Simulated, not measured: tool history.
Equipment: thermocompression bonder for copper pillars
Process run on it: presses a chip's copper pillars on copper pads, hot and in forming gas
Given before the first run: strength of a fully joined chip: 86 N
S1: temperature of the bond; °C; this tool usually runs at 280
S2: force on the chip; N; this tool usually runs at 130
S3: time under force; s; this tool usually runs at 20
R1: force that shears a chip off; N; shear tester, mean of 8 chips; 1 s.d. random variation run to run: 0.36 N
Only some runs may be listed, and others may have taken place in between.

run,day,S1,S2,S3,R1
1,0,280,130,20,52.3
2,2.671,280,130,20,51.2
3,4.271,280,130,20,51.1
4,7.038,280,130,20,51
5,10.221,280,120,20,48.2
6,12.662,280,120,20,48
7,14.162,280,130,20,50
# day 16.379: forming gas filter changed
8,16.733,267,130,20,48.3
9,19.088,280,130,20,51.5
10,21.162,280,130,20,52.1
11,23.479,302,130,20,59.5
12,25.342,278,130,20,51.1
13,27.85,280,130,13,45.1
14,31.075,280,130,13,44.1
# day 32.8: forming gas filter changed
15,33.629,280,130,13,46.8
16,36.875,280,130,13,47
# day 37.067: force cell calibrated
# day 37.967: heater calibrated with a thermocouple chip
17,38.758,280,130,14,44.3
18,41.504,280,130,20,49
19,44.312,280,130,20,49
20,46.621,280,130,20,48.5
21,48.421,280,130,20,48.5
# day 49.333: forming gas filter changed
22,50.233,258,130,20,43.4
# day 50.771: force cell calibrated, once more
23,53.275,278,139,37,63.6
24,55.521,262,119,37,52.2
25,56.908,280,150,34,63.9
26,58.279,280,150,34,64.3
27,59.688,295,155,14,57
28,61.458,286,177,14,58.3
29,63.417,300,160,16,61.4
# day 65.825: forming gas filter changed
30,66.512,300,160,16,64.1
31,69.079,276,80,25,40
32,71.233,268,154,13,48.1

Predict the results of run 33:
33,72.575,268,132,13,?

R1: 42.8 N
If the tool had no hidden condition, the same run with the same run-to-run variation would have returned R1 42 N.
